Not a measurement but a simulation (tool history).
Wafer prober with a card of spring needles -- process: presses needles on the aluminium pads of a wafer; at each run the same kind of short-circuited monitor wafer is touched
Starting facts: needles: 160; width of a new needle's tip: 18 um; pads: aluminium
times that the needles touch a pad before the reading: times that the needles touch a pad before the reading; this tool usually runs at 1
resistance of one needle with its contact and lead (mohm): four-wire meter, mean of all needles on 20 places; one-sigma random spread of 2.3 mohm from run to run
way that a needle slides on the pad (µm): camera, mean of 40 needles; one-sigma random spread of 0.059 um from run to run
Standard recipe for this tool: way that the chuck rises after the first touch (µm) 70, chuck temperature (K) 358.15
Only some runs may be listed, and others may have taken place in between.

run	hour	way that the chuck rises after the first touch (µm)	chuck temperature (K)	times that the needles touch a pad before the reading	resistance of one needle with its contact and lead (mohm)	way that a needle slides on the pad (µm)
1	0	70	358.15	1	263	14.55
# hour 17: tips cleaned on abrasive film
# hour 34: tips cleaned on abrasive film
# hour 51: tips cleaned on abrasive film
2	60.9	70	358.15	1	260	14.41
# hour 69.4: tips cleaned on abrasive film
# hour 86.4: tips cleaned on abrasive film
3	101.2	70	358.15	1	259	14.43
# hour 105.5: tips cleaned on abrasive film
# hour 122.5: tips cleaned on abrasive film
# hour 143.5: tips cleaned on abrasive film
# hour 164: tips cleaned on abrasive film
4	174.4	70	358.15	1	262	14.48
# hour 183: tips cleaned on abrasive film
# hour 200: tips cleaned on abrasive film
# hour 217: tips cleaned on abrasive film
# hour 234: tips cleaned on abrasive film
# hour 251: tips cleaned on abrasive film
5	254.9	70	358.15	1	260	14.39
# hour 271.9: tips cleaned on abrasive film
# hour 288.9: tips cleaned on abrasive film
# hour 309.8: tips cleaned on abrasive film
6	320	70	358.15	1	259	14.52
# hour 328.6: tips cleaned on abrasive film
# hour 349.6: tips cleaned on abrasive film
# hour 366.6: tips cleaned on abrasive film
# hour 383.8: height of the first contact set anew
# hour 388.1: tips cleaned on abrasive film
# hour 405.1: tips cleaned on abrasive film
7	406.3	70	358.15	1	261	14.54
# hour 423.3: tips cleaned on abrasive film
# hour 440.3: tips cleaned on abrasive film
# hour 457.3: tips cleaned on abrasive film
# hour 474.3: tips cleaned on abrasive film
8	478.5	70	358.15	1	257	14.45
# hour 495.5: tips cleaned on abrasive film
# hour 512.5: tips cleaned on abrasive film
# hour 533.3: tips cleaned on abrasive film
# hour 550.3: tips cleaned on abrasive film
9	564.2	70	358.15	1	264	14.52
# hour 568.5: tips cleaned on abrasive film
# hour 589.6: tips cleaned on abrasive film
# hour 610.6: tips cleaned on abrasive film
# hour 631.5: tips cleaned on abrasive film
10	637.4	58	311.15	3	247	12.04
# hour 650.2: tips cleaned on abrasive film
# hour 671.2: tips cleaned on abrasive film
# hour 692: tips cleaned on abrasive film
11	697.7	58	311.15	3	246	12.01
# hour 710.4: tips cleaned on abrasive film
# hour 731.4: tips cleaned on abrasive film
# hour 752.3: tips cleaned on abrasive film
# hour 769.3: tips cleaned on abrasive film
# hour 786.3: tips cleaned on abrasive film
12	790.3	61	393.15	2	272	12.72
# hour 807.3: tips cleaned on abrasive film
# hour 827.9: tips cleaned on abrasive film
# hour 844.9: tips cleaned on abrasive film
13	845.4	61	393.15	1	274	12.69
# hour 862.4: tips cleaned on abrasive film
# hour 883.7: tips cleaned on abrasive film
# hour 888.2: height of the first contact set anew
14	899.4	74	355.15	2	256	15.38
# hour 903.7: tips cleaned on abrasive film
# hour 920.7: tips cleaned on abrasive film
# hour 937.7: tips cleaned on abrasive film
15	948	75	351.15	2	254	15.58
# hour 956.5: tips cleaned on abrasive film
# hour 973.5: tips cleaned on abrasive film
# hour 990.5: tips cleaned on abrasive film
# hour 1011.6: tips cleaned on abrasive film
# hour 1032.1: tips cleaned on abrasive film
16	1032.1	77	309.15	1	243	16.02
# hour 1053.2: tips cleaned on abrasive film
# hour 1074.3: tips cleaned on abrasive film
# hour 1091.3: tips cleaned on abrasive film
17	1101.5	77	332.15	1	250	16.08
# hour 1110.1: tips cleaned on abrasive film
# hour 1127.1: tips cleaned on abrasive film
# hour 1144.1: tips cleaned on abrasive film
18	1156	77	332.15	1	253	16.17

3 ways to go on from here, each from the tool as it stands after run 18. What would each give?
# hour 1164.6: tips cleaned on abrasive film
# hour 1185.8: tips cleaned on abrasive film
# hour 1207: tips cleaned on abrasive film
A	1223.6	50	309.15	1	?	?
# hour 1164.6: tips cleaned on abrasive film
# hour 1185.8: tips cleaned on abrasive film
# hour 1207: tips cleaned on abrasive film
B	1223.6	77	334.15	1	?	?
# hour 1164.6: tips cleaned on abrasive film
# hour 1185.8: tips cleaned on abrasive film
# hour 1207: tips cleaned on abrasive film
C	1223.6	70	368.15	2	?	?

run	resistance of one needle with its contact and lead (mohm)	way that a needle slides on the pad (µm)
A	256	10.43
B	259	16.15
C	260	14.68
Stripped of hidden state, with their random variation kept, the same runs would have yielded:
run	resistance of one needle with its contact and lead (mohm)	way that a needle slides on the pad (µm)
A	254	10.31
B	258	15.96
C	260	14.51
